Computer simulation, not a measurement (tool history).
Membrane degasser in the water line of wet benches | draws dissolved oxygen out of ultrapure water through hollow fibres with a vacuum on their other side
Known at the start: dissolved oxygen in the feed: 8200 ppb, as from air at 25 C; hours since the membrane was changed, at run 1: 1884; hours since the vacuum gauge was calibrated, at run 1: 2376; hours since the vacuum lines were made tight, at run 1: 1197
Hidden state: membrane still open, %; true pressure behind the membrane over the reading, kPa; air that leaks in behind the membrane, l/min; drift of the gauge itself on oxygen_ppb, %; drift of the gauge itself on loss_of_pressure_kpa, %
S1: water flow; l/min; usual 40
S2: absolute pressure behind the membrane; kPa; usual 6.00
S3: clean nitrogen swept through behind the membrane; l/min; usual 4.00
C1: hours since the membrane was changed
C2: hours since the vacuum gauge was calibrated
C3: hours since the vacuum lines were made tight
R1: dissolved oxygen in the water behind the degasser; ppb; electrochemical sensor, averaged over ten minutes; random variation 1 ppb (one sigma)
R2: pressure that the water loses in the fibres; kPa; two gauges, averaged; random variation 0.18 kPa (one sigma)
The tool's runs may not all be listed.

run    hour  S1     S2    S3    C1    C2    C3     R1     R2
  1     0.0  40   6.00  4.00  1884  2376  1197   98.9  33.54
  2   358.4  40   6.00  4.00  2243  2735  1555  101.4  33.64
  3   615.8  40   6.00  4.00  2500  2992  1812   99.6  33.62
  4   930.8  40   6.00  4.00  2815  3307  2127  102.9  33.79
  5  1176.7  40   6.00  4.00  3061  3553  2373  102.8  33.64
  6  1418.6  40   6.00  6.78  3303  3795  2615   76.9  34.23
  7  1582.8  40   6.00  6.78  3467  3959  2779   77.9  33.90
  8  1839.0  40   6.00  6.78  3723  4215  3036   78.0  33.79
  9  2073.4  36   5.06  8.06  3958  4450  3270   47.6  30.73
     2242.8  -- seals of the vacuum lines changed
 10  2286.8  33  13.92  4.00  4169  4661    44  225.5  28.18
     2461.6  -- vacuum gauge calibrated
 11  2575.6  38   6.00  1.78  4458   114   332  162.2  32.76
 12  2886.7  38   6.00  1.78  4769   425   643  160.0  32.58

Run 13 comes next. What will it give?
 13  3228.2  38  6.00  1.78  5110  767  985   ?   ?

Run 13 gave R1 164.8 ppb, R2 32.60 kPa.
Without the tool's hidden state the same run would have given R1 157.1 ppb, R2 31.36 kPa.
